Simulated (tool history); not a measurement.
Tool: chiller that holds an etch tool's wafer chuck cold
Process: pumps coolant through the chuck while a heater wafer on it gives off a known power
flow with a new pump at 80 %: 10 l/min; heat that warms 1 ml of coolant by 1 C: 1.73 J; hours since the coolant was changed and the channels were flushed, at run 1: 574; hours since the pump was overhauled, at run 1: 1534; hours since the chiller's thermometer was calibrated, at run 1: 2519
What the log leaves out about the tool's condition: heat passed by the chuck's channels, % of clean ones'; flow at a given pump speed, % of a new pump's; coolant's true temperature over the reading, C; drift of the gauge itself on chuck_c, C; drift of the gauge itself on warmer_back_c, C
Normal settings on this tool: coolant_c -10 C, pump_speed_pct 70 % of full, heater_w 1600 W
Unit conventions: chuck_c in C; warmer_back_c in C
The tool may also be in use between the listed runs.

| run | hour | coolant_c | pump_speed_pct | heater_w | hours since the coolant was changed and the channels were flushed | hours since the pump was overhauled | hours since the chiller's thermometer was calibrated | chuck_c | warmer_back_c |
|---|---|---|---|---|---|---|---|---|---|
| 1 | 0 | -10 | 70 | 1600 | 574 | 1534 | 2519 | 8.1 | 6.7 |
| 2 | 34.7 | -10 | 70 | 1600 | 609 | 1568 | 2554 | 8 | 6.67 |
| 3 | 69.6 | -10 | 70 | 1490 | 643 | 1603 | 2589 | 6.8 | 6.19 |
| 4 | 104.4 | -10 | 68 | 1490 | 678 | 1638 | 2624 | 7.2 | 6.48 |
| 5 | 127.7 | -10 | 70 | 854 | 702 | 1661 | 2647 | -0.3 | 3.54 |
| 6 | 161.2 | -10 | 70 | 2203 | 735 | 1695 | 2680 | 15 | 9.28 |
| 7 | 185.4 | -10 | 70 | 2203 | 759 | 1719 | 2705 | 14.9 | 9.26 |
| 8 | 207.9 | -10 | 70 | 2203 | 782 | 1741 | 2727 | 15 | 9.22 |
| 9 | 228.7 | -10 | 70 | 2203 | 803 | 1762 | 2748 | 14.9 | 9.24 |
| 10 | 245.8 | -8 | 70 | 1600 | 820 | 1779 | 2765 | 10 | 6.71 |
| 11 | 276.2 | -8 | 77 | 1600 | 850 | 1810 | 2795 | 8.9 | 6.05 |
| 12 | 307.4 | -8 | 77 | 1600 | 881 | 1841 | 2827 | 8.9 | 6.02 |
| 13 | 337 | -10 | 64 | 1600 | 911 | 1871 | 2856 | 9.6 | 7.45 |
| 14 | 374.8 | -10 | 64 | 1600 | 949 | 1908 | 2894 | 9.4 | 7.45 |
|  | 377.6 | chiller's thermometer calibrated |
| 15 | 407.4 | -10 | 70 | 1600 | 980 | 1940 | 30 | 8.3 | 6.75 |
| 16 | 438.6 | -10 | 70 | 1600 | 1011 | 1971 | 61 | 8.1 | 6.74 |
| 17 | 472.7 | -10 | 70 | 1600 | 1045 | 2005 | 95 | 8.1 | 6.71 |
| 18 | 506.2 | -10 | 70 | 1600 | 1079 | 2039 | 129 | 8.2 | 6.77 |
| 19 | 527.2 | -11 | 72 | 2053 | 1100 | 2060 | 150 | 11.8 | 8.38 |
|  | 539.3 | chiller's thermometer calibrated, once more |
| 20 | 546.7 | -12 | 68 | 1302 | 1119 | 2078 | 7 | 3.4 | 5.66 |
| 21 | 576.8 | -11 | 100 | 1302 | 1149 | 2108 | 38 | 0.6 | 3.69 |
| 22 | 616.2 | -11 | 100 | 1302 | 1188 | 2148 | 77 | 0.6 | 3.65 |
| 23 | 650.9 | -12 | 83 | 1059 | 1223 | 2182 | 112 | -1.3 | 3.78 |
| 24 | 669.6 | -4 | 83 | 1653 | 1241 | 2201 | 130 | 12.6 | 5.84 |
| 25 | 702.1 | -1 | 85 | 2327 | 1274 | 2234 | 163 | 22.2 | 7.97 |
| 26 | 735.2 | -1 | 85 | 2327 | 1307 | 2267 | 196 | 22.3 | 7.9 |
| 27 | 759.3 | -19 | 75 | 1385 | 1331 | 2291 | 220 | -3.7 | 5.43 |
| 28 | 787.4 | -8 | 91 | 1524 | 1359 | 2319 | 248 | 6.5 | 4.84 |
| 29 | 828.1 | -8 | 91 | 1524 | 1400 | 2360 | 289 | 6.6 | 4.79 |
| 30 | 863 | -14 | 90 | 1600 | 1435 | 2395 | 324 | 1.4 | 5.16 |
| 31 | 888.3 | -5 | 70 | 1951 | 1460 | 2420 | 349 | 17.6 | 8.29 |
| 32 | 909.5 | -10 | 80 | 1600 | 1481 | 2441 | 370 | 6.8 | 5.78 |

Hidden condition of the tool, last listed run before each entry between runs versus first listed run after:
Between runs 14 and 15: chiller's thermometer calibrated (hour 377.6)
  coolant's true temperature over the reading, C: -0.07 -> -0.09
  measured minus no-state result, chuck_c: +0.9 -> +0.9 C; warmer_back_c: +0.3 -> +0.28 C
Between runs 19 and 20: chiller's thermometer calibrated, once more (hour 539.3)
  coolant's true temperature over the reading, C: -0.1 -> 0.04
  measured minus no-state result, chuck_c: +1.1 -> +0.9 C; warmer_back_c: +0.37 -> +0.25 C
